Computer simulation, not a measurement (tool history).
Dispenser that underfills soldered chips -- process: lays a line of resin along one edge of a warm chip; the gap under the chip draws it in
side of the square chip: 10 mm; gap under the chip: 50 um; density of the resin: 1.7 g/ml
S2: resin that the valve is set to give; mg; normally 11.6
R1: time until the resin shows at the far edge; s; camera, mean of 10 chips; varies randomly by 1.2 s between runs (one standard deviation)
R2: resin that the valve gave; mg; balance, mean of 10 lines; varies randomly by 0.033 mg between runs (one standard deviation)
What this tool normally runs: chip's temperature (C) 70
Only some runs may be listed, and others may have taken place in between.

{"run": 1, "hour": 0.0, "chip's temperature (C)": 70, "S2": 11.6, "R1": 336.4, "R2": 11.39}
{"hour": 1.4, "done": "new syringe of resin"}
{"run": 2, "hour": 12.7, "chip's temperature (C)": 70, "S2": 11.6, "R1": 242.8, "R2": 11.29}
{"hour": 18.7, "done": "new syringe of resin"}
{"run": 3, "hour": 26.8, "chip's temperature (C)": 70, "S2": 11.6, "R1": 202.6, "R2": 11.31}
{"hour": 37.0, "done": "new syringe of resin"}
{"hour": 38.0, "done": "stage's temperature calibrated"}
{"run": 4, "hour": 41.7, "chip's temperature (C)": 70, "S2": 11.6, "R1": 146.9, "R2": 11.24}
{"run": 5, "hour": 52.3, "chip's temperature (C)": 70, "S2": 11.6, "R1": 265.3, "R2": 11.15}
{"hour": 55.5, "done": "new syringe of resin"}
{"run": 6, "hour": 66.0, "chip's temperature (C)": 70, "S2": 11.6, "R1": 217.3, "R2": 11.13}
{"hour": 73.9, "done": "new syringe of resin"}
{"run": 7, "hour": 83.5, "chip's temperature (C)": 70, "S2": 11.6, "R1": 209.8, "R2": 10.99}
{"hour": 92.0, "done": "new syringe of resin"}
{"run": 8, "hour": 92.9, "chip's temperature (C)": 70, "S2": 11.6, "R1": 125.0, "R2": 10.98}
{"hour": 104.6, "done": "dispensing valve cleaned and set on the balance"}
{"run": 9, "hour": 109.9, "chip's temperature (C)": 56, "S2": 11.6, "R1": 580.3, "R2": 11.57}
{"hour": 111.8, "done": "new syringe of resin"}
{"run": 10, "hour": 126.6, "chip's temperature (C)": 70, "S2": 14.4, "R1": 261.9, "R2": 14.25}
{"hour": 129.5, "done": "new syringe of resin"}
{"run": 11, "hour": 142.4, "chip's temperature (C)": 70, "S2": 11.2, "R1": 248.2, "R2": 11.02}
{"hour": 147.5, "done": "new syringe of resin"}
{"run": 12, "hour": 151.1, "chip's temperature (C)": 58, "S2": 11.6, "R1": 255.4, "R2": 11.38}
{"hour": 165.7, "done": "new syringe of resin"}
{"run": 13, "hour": 165.9, "chip's temperature (C)": 58, "S2": 11.6, "R1": 213.1, "R2": 11.35}
{"hour": 183.0, "done": "new syringe of resin"}
{"run": 14, "hour": 183.4, "chip's temperature (C)": 70, "S2": 11.6, "R1": 121.0, "R2": 11.23}
{"run": 15, "hour": 194.3, "chip's temperature (C)": 70, "S2": 11.6, "R1": 228.5, "R2": 11.13}
{"hour": 201.3, "done": "new syringe of resin"}
{"run": 16, "hour": 201.6, "chip's temperature (C)": 62, "S2": 13.4, "R1": 168.6, "R2": 12.83}
{"run": 17, "hour": 209.0, "chip's temperature (C)": 62, "S2": 13.4, "R1": 258.4, "R2": 12.86}
{"hour": 218.7, "done": "new syringe of resin"}
{"run": 18, "hour": 223.3, "chip's temperature (C)": 62, "S2": 13.4, "R1": 216.3, "R2": 12.67}
{"hour": 225.4, "done": "dispensing valve cleaned and set on the balance"}
{"run": 19, "hour": 231.3, "chip's temperature (C)": 76, "S2": 12.9, "R1": 168.5, "R2": 12.85}
{"hour": 237.8, "done": "new syringe of resin"}
{"run": 20, "hour": 242.8, "chip's temperature (C)": 76, "S2": 10.9, "R1": 122.2, "R2": 10.83}
{"run": 21, "hour": 251.8, "chip's temperature (C)": 83, "S2": 12.5, "R1": 145.9, "R2": 12.38}
{"hour": 255.1, "done": "new syringe of resin"}
{"run": 22, "hour": 259.5, "chip's temperature (C)": 59, "S2": 10.8, "R1": 258.8, "R2": 10.65}
{"run": 23, "hour": 266.6, "chip's temperature (C)": 81, "S2": 13.5, "R1": 141.0, "R2": 13.22}
{"hour": 273.3, "done": "new syringe of resin"}
{"run": 24, "hour": 278.4, "chip's temperature (C)": 60, "S2": 13.5, "R1": 248.2, "R2": 13.16}
{"run": 25, "hour": 286.3, "chip's temperature (C)": 63, "S2": 11.6, "R1": 352.7, "R2": 11.25}
{"hour": 290.7, "done": "new syringe of resin"}
{"run": 26, "hour": 302.5, "chip's temperature (C)": 63, "S2": 10.4, "R1": 338.6, "R2": 10.04}
{"hour": 309.2, "done": "new syringe of resin"}
{"run": 27, "hour": 309.9, "chip's temperature (C)": 68, "S2": 13.6, "R1": 133.9, "R2": 13.03}
{"run": 28, "hour": 324.1, "chip's temperature (C)": 57, "S2": 13.6, "R1": 507.6, "R2": 12.96}
{"hour": 327.2, "done": "new syringe of resin"}
{"run": 29, "hour": 332.8, "chip's temperature (C)": 64, "S2": 11.6, "R1": 225.5, "R2": 11.02}
{"hour": 344.9, "done": "dispensing valve cleaned and set on the balance"}
{"hour": 346.2, "done": "new syringe of resin"}
{"run": 30, "hour": 346.2, "chip's temperature (C)": 62, "S2": 14.1, "R1": 165.3, "R2": 14.15}

Below are 5 alternative next runs, each starting from the tool's condition after run 30. Predict each:
{"run": "A", "hour": 360.1, "chip's temperature (C)": 68, "S2": 11.4, "R1": "?", "R2": "?"}
{"run": "B", "hour": 360.1, "chip's temperature (C)": 84, "S2": 11.6, "R1": "?", "R2": "?"}
{"run": "C", "hour": 360.1, "chip's temperature (C)": 59, "S2": 14.1, "R1": "?", "R2": "?"}
{"run": "D", "hour": 360.1, "chip's temperature (C)": 75, "S2": 11.6, "R1": "?", "R2": "?"}
{"run": "E", "hour": 360.1, "chip's temperature (C)": 74, "S2": 11.9, "R1": "?", "R2": "?"}

run=A R1=298.5 R2=11.37
run=B R1=144.5 R2=11.59
run=C R1=432.0 R2=14.04
run=D R1=215.7 R2=11.51
run=E R1=222.7 R2=11.80
Had the tool no hidden state, the same runs would have come out as:
run=A R1=130.8 R2=11.43
run=B R1=63.2 R2=11.65
run=C R1=188.9 R2=14.11
run=D R1=94.4 R2=11.56
run=E R1=97.8 R2=11.86

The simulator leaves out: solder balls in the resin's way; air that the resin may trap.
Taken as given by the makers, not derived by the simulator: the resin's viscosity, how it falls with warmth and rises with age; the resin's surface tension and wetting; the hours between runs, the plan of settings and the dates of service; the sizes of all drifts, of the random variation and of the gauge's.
